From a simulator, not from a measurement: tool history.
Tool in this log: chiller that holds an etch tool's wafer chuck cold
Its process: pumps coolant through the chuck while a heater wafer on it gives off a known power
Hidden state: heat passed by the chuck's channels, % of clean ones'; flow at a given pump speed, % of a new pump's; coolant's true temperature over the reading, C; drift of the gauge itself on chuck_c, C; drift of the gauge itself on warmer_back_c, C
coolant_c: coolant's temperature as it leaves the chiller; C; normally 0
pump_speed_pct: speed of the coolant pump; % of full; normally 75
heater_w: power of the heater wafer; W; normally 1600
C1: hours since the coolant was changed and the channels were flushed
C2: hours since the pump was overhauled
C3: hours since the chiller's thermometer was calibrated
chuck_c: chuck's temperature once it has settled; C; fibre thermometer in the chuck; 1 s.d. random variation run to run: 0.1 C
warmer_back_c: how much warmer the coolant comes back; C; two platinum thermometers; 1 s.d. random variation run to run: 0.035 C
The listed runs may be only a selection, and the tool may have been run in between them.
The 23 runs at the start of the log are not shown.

{"run": 24, "hour": 3103.8, "coolant_c": -2, "pump_speed_pct": 72, "heater_w": 2025, "C1": 1558, "C2": 6254, "C3": 5009, "chuck_c": 20.1, "warmer_back_c": 8.63}
{"run": 25, "hour": 3237.2, "coolant_c": 8, "pump_speed_pct": 75, "heater_w": 1619, "C1": 1691, "C2": 6387, "C3": 5142, "chuck_c": 25.4, "warmer_back_c": 6.54}
{"run": 26, "hour": 3368.7, "coolant_c": 8, "pump_speed_pct": 75, "heater_w": 1619, "C1": 1823, "C2": 6519, "C3": 5274, "chuck_c": 25.4, "warmer_back_c": 6.58}
{"run": 27, "hour": 3506.0, "coolant_c": 8, "pump_speed_pct": 75, "heater_w": 840, "C1": 1960, "C2": 6656, "C3": 5411, "chuck_c": 17.4, "warmer_back_c": 3.43}
{"run": 28, "hour": 3633.3, "coolant_c": 0, "pump_speed_pct": 74, "heater_w": 1370, "C1": 2088, "C2": 6783, "C3": 5538, "chuck_c": 14.8, "warmer_back_c": 5.67}
{"run": 29, "hour": 3762.2, "coolant_c": 0, "pump_speed_pct": 74, "heater_w": 1370, "C1": 2216, "C2": 6912, "C3": 5667, "chuck_c": 15.1, "warmer_back_c": 5.68}
{"run": 30, "hour": 3926.9, "coolant_c": -4, "pump_speed_pct": 75, "heater_w": 900, "C1": 2381, "C2": 7077, "C3": 5832, "chuck_c": 5.9, "warmer_back_c": 3.7}
{"hour": 3944.4, "done": "chiller's thermometer calibrated"}
{"run": 31, "hour": 4022.0, "coolant_c": 4, "pump_speed_pct": 65, "heater_w": 1601, "C1": 2475, "C2": 7171, "C3": 78, "chuck_c": 23, "warmer_back_c": 7.76}
{"run": 32, "hour": 4171.7, "coolant_c": -5, "pump_speed_pct": 78, "heater_w": 1601, "C1": 2625, "C2": 7321, "C3": 227, "chuck_c": 11.9, "warmer_back_c": 6.31}

What if the next run were any one of these 3? Each begins from the tool's condition after run 32:
{"run": "A", "hour": 4343.7, "coolant_c": 4, "pump_speed_pct": 91, "heater_w": 1444, "C1": 2797, "C2": 7493, "C3": 399, "chuck_c": "?", "warmer_back_c": "?"}
{"run": "B", "hour": 4343.7, "coolant_c": 0, "pump_speed_pct": 78, "heater_w": 808, "C1": 2797, "C2": 7493, "C3": 399, "chuck_c": "?", "warmer_back_c": "?"}
{"run": "C", "hour": 4343.7, "coolant_c": 4, "pump_speed_pct": 64, "heater_w": 1600, "C1": 2797, "C2": 7493, "C3": 399, "chuck_c": "?", "warmer_back_c": "?"}

run=A chuck_c=17.5 warmer_back_c=4.79
run=B chuck_c=8.4 warmer_back_c=3.24
run=C chuck_c=23.7 warmer_back_c=7.95
Take away the tool's hidden state, keep each run's random variation, and the runs would have read:
run=A chuck_c=15.9 warmer_back_c=4.22
run=B chuck_c=7.5 warmer_back_c=2.86
run=C chuck_c=21.5 warmer_back_c=7
